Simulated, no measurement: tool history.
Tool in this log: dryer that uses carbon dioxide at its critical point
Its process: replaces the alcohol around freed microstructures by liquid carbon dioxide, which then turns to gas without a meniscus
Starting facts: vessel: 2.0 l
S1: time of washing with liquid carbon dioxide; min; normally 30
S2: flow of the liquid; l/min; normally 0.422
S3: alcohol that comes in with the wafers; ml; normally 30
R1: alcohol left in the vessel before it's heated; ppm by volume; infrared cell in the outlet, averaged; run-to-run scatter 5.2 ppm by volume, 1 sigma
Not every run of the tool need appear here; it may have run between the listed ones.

run   hour  S1     S2  S3   R1
  1    0.0  30  0.422  30  119
  2    6.9  30  0.486  30   69
  3   14.2  30  0.422  36  146
  4   20.6  27  0.422  30  187
  5   29.6  27  0.422  30  195
  6   37.9  27  0.422  30  200
  7   44.7  27  0.422  30  198
  8   53.4  27  0.422  30  203
  9   61.5  30  0.422  30  122
 10   66.3  30  0.422  30  127
 11   73.1  30  0.380  30  201
 12   81.9  30  0.665  30   20
 13   87.2  30  0.422  30  120
 14   96.3  30  0.422  30  137
 15  104.2  30  0.463  26   76
 16  112.4  39  0.544  30   24
 17  116.4  32  0.422  29  102
 18  123.8  30  0.329  27  322
 19  133.1  22  0.357  21  528

Run 20 is up next; what results do you expect?
 20  139.8  21  0.526  24   ?

R1: 196 ppm by volume
Minus the tool's unlogged condition, the same run would have read R1 135 ppm by volume.
